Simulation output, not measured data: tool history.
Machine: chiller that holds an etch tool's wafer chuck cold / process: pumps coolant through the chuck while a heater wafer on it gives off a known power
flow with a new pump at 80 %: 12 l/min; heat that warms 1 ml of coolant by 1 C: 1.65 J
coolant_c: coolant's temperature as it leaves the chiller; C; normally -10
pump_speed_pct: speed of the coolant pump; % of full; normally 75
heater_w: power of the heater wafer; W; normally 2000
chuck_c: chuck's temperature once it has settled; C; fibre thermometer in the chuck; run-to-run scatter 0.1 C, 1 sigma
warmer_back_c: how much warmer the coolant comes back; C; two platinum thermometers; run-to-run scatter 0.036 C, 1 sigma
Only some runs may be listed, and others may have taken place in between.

Run 1, day 0: usual settings. Result: chuck_c 11.1 C, warmer_back_c 6.74 C.
Run 2, day 1.771: usual settings. Result: chuck_c 11.2 C, warmer_back_c 6.79 C.
Run 3, day 3.696: usual settings. Result: chuck_c 11.2 C, warmer_back_c 6.81 C.
Run 4, day 5.062: usual settings. Result: chuck_c 11.3 C, warmer_back_c 6.89 C.
Run 5, day 6.812: usual settings. Result: chuck_c 11.5 C, warmer_back_c 6.77 C.
Run 6, day 8.004: usual settings. Result: chuck_c 11.3 C, warmer_back_c 6.82 C.
Run 7, day 9.479: usual settings but pump_speed_pct 88 % of full. Result: chuck_c 8.7 C, warmer_back_c 5.8 C.
Run 8, day 10.892: usual settings but pump_speed_pct 88 % of full. Result: chuck_c 8.8 C, warmer_back_c 5.81 C.
Run 9, day 12.717: usual settings. Result: chuck_c 11.4 C, warmer_back_c 6.76 C.
Run 10, day 14.483: usual settings but pump_speed_pct 77 % of full. Result: chuck_c 11 C, warmer_back_c 6.61 C.
Run 11, day 16.3: usual settings. Result: chuck_c 11.5 C, warmer_back_c 6.88 C.
Run 12, day 17.975: usual settings. Result: chuck_c 11.7 C, warmer_back_c 6.84 C.
Run 13, day 19.258: usual settings but coolant_c -14 C. Result: chuck_c 7.6 C, warmer_back_c 6.9 C.
Run 14, day 21.092: usual settings but coolant_c -14 C. Result: chuck_c 7.7 C, warmer_back_c 6.92 C.
Run 15, day 22.388: usual settings. Result: chuck_c 11.7 C, warmer_back_c 6.84 C.
Run 16, day 23.804: usual settings but coolant_c -14 C, pump_speed_pct 72 % of full, heater_w 1680 W. Result: chuck_c 4.9 C, warmer_back_c 6.02 C.
At day 25.504: chiller's thermometer calibrated.
Run 17, day 25.504: usual settings but coolant_c -14 C, pump_speed_pct 72 % of full, heater_w 1680 W. Result: chuck_c 4.5 C, warmer_back_c 5.98 C.
Run 18, day 26.971: usual settings but pump_speed_pct 69 % of full, heater_w 1959 W. Result: chuck_c 12.5 C, warmer_back_c 7.31 C.
Run 19, day 28.283: usual settings but coolant_c -13 C, pump_speed_pct 69 % of full, heater_w 2699 W. Result: chuck_c 18 C, warmer_back_c 10.21 C.
Run 20, day 29.312: usual settings but coolant_c -13 C, pump_speed_pct 69 % of full, heater_w 2699 W. Result: chuck_c 18 C, warmer_back_c 10.07 C.
Run 21, day 31.162: usual settings but coolant_c -13 C, pump_speed_pct 69 % of full, heater_w 2699 W. Result: chuck_c 18.1 C, warmer_back_c 10.15 C.
Run 22, day 32.546: usual settings but coolant_c -6 C, pump_speed_pct 70 % of full, heater_w 1045 W. Result: chuck_c 6 C, warmer_back_c 3.85 C.
Run 23, day 34.183: usual settings but coolant_c -6 C, pump_speed_pct 70 % of full, heater_w 1045 W. Result: chuck_c 5.8 C, warmer_back_c 3.86 C.
Run 24, day 35.079: usual settings but coolant_c -6 C, pump_speed_pct 70 % of full, heater_w 1045 W. Result: chuck_c 6 C, warmer_back_c 3.95 C.
Run 25, day 36.358: usual settings but coolant_c -6 C, pump_speed_pct 70 % of full, heater_w 1045 W. Result: chuck_c 5.9 C, warmer_back_c 3.92 C.
Run 26, day 37.75: usual settings but coolant_c -16 C, heater_w 1014 W. Result: chuck_c -5.1 C, warmer_back_c 3.5 C.
Run 27, day 38.621: usual settings but coolant_c -9 C, heater_w 1014 W. Result: chuck_c 2 C, warmer_back_c 3.52 C.
Run 28, day 39.725: usual settings but coolant_c -15 C, pump_speed_pct 76 % of full, heater_w 1991 W. Result: chuck_c 6.5 C, warmer_back_c 6.87 C.
Run 29, day 41.275: usual settings but heater_w 1605 W. Result: chuck_c 7.4 C, warmer_back_c 5.55 C.
Run 30, day 42.704: usual settings but coolant_c -11 C, heater_w 1283 W. Result: chuck_c 3.1 C, warmer_back_c 4.49 C.

Consider 3 possible next runs. They are alternatives, not a sequence: every one starts from the tool as it was left by run 30. What does each give?
Run A, day 44.475: usual settings but pump_speed_pct 82 % of full, heater_w 2341 W. Result: chuck_c ?, warmer_back_c ?.
Run B, day 44.475: usual settings but coolant_c -20 C, heater_w 1283 W. Result: chuck_c ?, warmer_back_c ?.
Run C, day 44.475: usual settings but coolant_c -16 C, pump_speed_pct 99 % of full, heater_w 1109 W. Result: chuck_c ?, warmer_back_c ?.

run  chuck_c  warmer_back_c
  A     13.7           7.49
  B       -6           4.51
  C     -6.4           2.93
Without the tool's unlogged condition, the same runs would have read:
run  chuck_c  warmer_back_c
  A     11.2           6.95
  B     -7.5           4.18
  C     -7.4           2.71

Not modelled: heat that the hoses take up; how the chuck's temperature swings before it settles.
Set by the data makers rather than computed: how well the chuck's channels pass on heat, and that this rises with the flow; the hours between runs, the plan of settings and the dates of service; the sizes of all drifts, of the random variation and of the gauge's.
